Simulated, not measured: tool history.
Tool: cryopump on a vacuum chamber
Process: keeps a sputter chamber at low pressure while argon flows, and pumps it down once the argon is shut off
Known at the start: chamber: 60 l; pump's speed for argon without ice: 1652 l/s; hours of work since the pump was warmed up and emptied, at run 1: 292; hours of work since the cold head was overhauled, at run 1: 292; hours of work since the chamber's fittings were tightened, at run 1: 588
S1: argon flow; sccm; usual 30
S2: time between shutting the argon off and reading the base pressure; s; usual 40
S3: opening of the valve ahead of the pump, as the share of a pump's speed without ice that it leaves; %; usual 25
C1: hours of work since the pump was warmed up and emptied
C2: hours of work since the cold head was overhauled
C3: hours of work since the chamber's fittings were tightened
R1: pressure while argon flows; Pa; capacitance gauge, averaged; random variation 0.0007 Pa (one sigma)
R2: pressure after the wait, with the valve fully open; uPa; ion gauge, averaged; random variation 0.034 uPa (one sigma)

run,hour,S1,S2,S3,C1,C2,C3,R1,R2
1,0,30,40,25,292,292,588,0.1261,2.52
2,8.3,25,40,25,299,299,594,0.1047,2.47
3,22.2,30,40,25,310,310,606,0.1277,2.44
4,35.7,30,40,25,321,321,616,0.1274,2.5
5,52.9,30,40,25,335,335,630,0.1278,2.51
6,66.7,30,40,25,346,346,641,0.1288,2.49
7,86.1,30,40,56,361,361,657,0.0605,2.5
8,99.1,30,40,56,372,372,667,0.0597,2.53
9,107.5,30,40,25,379,379,674,0.1296,2.49
10,121.7,37,40,25,390,390,685,0.1589,2.5
11,132.8,37,40,25,399,399,694,0.1589,2.58
12,149.9,38,40,25,413,413,708,0.1616,2.54
13,163.1,30,40,25,423,423,719,0.1286,2.53
14,182.9,30,40,25,439,439,735,0.129,2.53
15,192.5,30,40,25,447,447,742,0.13,2.52
16,210.9,30,40,25,462,462,757,0.1297,2.55
17,224.8,30,40,25,473,473,768,0.1302,2.56
18,235.8,30,40,33,481,481,777,0.1008,2.57
19,254.3,30,50,33,496,496,792,0.1007,2.12

Forecast run 20:
20,263.8,53,185,25,504,504,799,?,?

Run 20 gave R1 0.2288 Pa, R2 0.92 uPa.
Without the tool's hidden state the same run would have given R1 0.2154 Pa, R2 0.68 uPa.

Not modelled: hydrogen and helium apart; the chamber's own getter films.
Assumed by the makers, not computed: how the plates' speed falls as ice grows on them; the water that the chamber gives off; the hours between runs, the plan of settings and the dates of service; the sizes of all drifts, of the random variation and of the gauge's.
